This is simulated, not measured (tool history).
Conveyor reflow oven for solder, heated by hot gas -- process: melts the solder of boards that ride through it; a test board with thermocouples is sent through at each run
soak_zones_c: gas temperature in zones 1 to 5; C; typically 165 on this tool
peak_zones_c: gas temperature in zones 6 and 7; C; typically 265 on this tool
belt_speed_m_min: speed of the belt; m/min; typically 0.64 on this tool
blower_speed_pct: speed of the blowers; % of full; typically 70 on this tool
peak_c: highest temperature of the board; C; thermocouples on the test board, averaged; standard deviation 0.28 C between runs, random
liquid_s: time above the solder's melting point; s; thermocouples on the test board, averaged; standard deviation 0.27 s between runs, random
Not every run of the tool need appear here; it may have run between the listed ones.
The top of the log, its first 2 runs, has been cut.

run	day	soak_zones_c	peak_zones_c	belt_speed_m_min	blower_speed_pct	hours of work since the flux was cleaned out	hours of work since the belt drive was overhauled	hours of work since the thermocouples were changed	peak_c	liquid_s
3	0.646	165	265	0.64	70	146	163	317	239.8	30.9
4	1.083	165	265	0.722	70	154	171	325	234.9	22.1
5	1.308	165	265	0.722	59	158	175	330	230.5	17.1
6	1.525	165	265	0.64	70	162	179	334	239.6	30.4
7	1.871	165	265	0.605	70	168	186	340	241.7	34.1
8	2.25	165	265	0.605	70	175	193	347	241.9	33.9
9	2.646	165	276	0.605	70	182	200	354	251	40.1
10	2.988	165	276	0.605	70	189	206	360	251	41.2
11	3.175	165	265	0.64	70	192	210	364	239.4	29.5
12	3.421	165	265	0.64	70	197	214	368	238.9	29.4
13	3.75	159	265	0.64	70	203	220	374	238	27.1
14	4.033	159	265	0.64	70	208	225	380	238	27.5
15	4.433	159	265	0.64	70	215	233	387	238	26.9
16	4.883	153	270	0.64	70	223	241	395	239.8	27.4
17	5.242	171	265	0.564	70	230	248	402	244.4	41.2
# day 5.433: belt drive overhauled, speed set with a stopwatch
18	5.629	171	265	0.564	70	234	4	406	245	40.9
# day 5.938: flux residue cleaned out of gas plates and filters
19	6.112	171	265	0.751	64	3	9	411	235.3	21.6
20	6.467	165	279	0.64	70	10	15	417	253.4	40
21	6.896	165	274	0.64	56	18	23	425	243.3	32.4
22	7.104	160	258	0.574	56	21	27	429	234.2	27.9
23	7.288	165	265	0.517	74	25	30	432	249.8	48.8
24	7.675	173	265	0.595	69	32	37	440	245.7	40.3
# day 7.992: belt drive overhauled, speed set with a stopwatch, once more
25	8.125	173	279	0.716	69	37	2	445	249.6	34.4
26	8.446	165	256	0.64	70	43	8	451	233.9	25.6

What will run 27 give?
27	8.858	170	261	0.645	85	51	16	458	?	?

{"run 27": {"peak_c": 242.6, "liquid_s": 34.3}}
Had the tool carried no hidden state, the very same run would have given peak_c 244.8 C, liquid_s 35.9 s.

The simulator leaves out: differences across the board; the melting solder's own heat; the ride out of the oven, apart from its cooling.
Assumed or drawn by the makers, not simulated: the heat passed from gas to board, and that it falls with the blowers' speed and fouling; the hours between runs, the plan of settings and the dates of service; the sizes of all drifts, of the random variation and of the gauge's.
